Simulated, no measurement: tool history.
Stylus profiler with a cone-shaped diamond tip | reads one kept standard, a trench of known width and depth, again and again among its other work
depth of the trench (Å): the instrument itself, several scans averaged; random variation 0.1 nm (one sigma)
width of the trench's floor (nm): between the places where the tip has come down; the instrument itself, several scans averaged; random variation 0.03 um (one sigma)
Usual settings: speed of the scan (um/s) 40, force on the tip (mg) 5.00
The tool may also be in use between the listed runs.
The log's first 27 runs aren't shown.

run   hour  speed of the scan (um/s)  force on the tip (mg)  scans with this tip  hours of work since the height scale was calibrated  depth of the trench (Å)  width of the trench's floor (nm)
 28  295.6                        85                   3.54                 4889                                                  527                   2026.3                             97330
 29  307.1                        85                   3.54                 4967                                                  536                   2027.1                             97340
 30  317.8                        85                   3.54                 5040                                                  543                   2027.1                             97310
 31  330.4                        25                   3.54                 5125                                                  553                   2028.2                             97490
 32  344.6                        50                   4.37                 5221                                                  563                   2030.8                             97480
 33  352.6                        23                   3.55                 5276                                                  569                   2027.7                             97570
 34  363.7                        33                   2.09                 5350                                                  577                   2021.5                             97470
 35  374.6                        52                   2.62                 5425                                                  585                   2022.8                             97410
 36  388.2                       141                   5.00                 5517                                                  595                   2031.5                             97240
 37  394.9                       141                   2.80                 5562                                                  600                   2023.8                             97080
 38  405.9                       141                   8.07                 5637                                                  608                   2042.4                             97260
 39  417.9                       116                   2.55                 5718                                                  617                   2023.7                             97160
 40  428.9                        31                   9.15                 5793                                                  625                   2046.3                             97480
 41  435.9                        16                   3.12                 5841                                                  630                   2024.6                             97520
 42  450.6                        40                   1.82                 5940                                                  640                   2019.3                             97350
 43  461.0                        19                   5.00                 6010                                                  648                   2031.3                             97550

4 ways to go on from here, each from the tool as it stands after run 43. What would each give?
  A  472.3                        44                   3.73                 6087                                                  656                        ?                                 ?
  B  472.3                        45                   4.23                 6087                                                  656                        ?                                 ?
  C  472.3                        32                   9.23                 6087                                                  656                        ?                                 ?
  D  472.3                        17                   4.21                 6087                                                  656                        ?                                 ?

run  depth of the trench (Å)  width of the trench's floor (nm)
  A                   2028.2                             97390
  B                   2030.8                             97350
  C                   2047.0                             97460
  D                   2030.9                             97470
Without the tool's hidden state the same runs would have given:
run  depth of the trench (Å)  width of the trench's floor (nm)
  A                   2021.5                             97890
  B                   2024.1                             97840
  C                   2040.3                             97950
  D                   2024.2                             97960
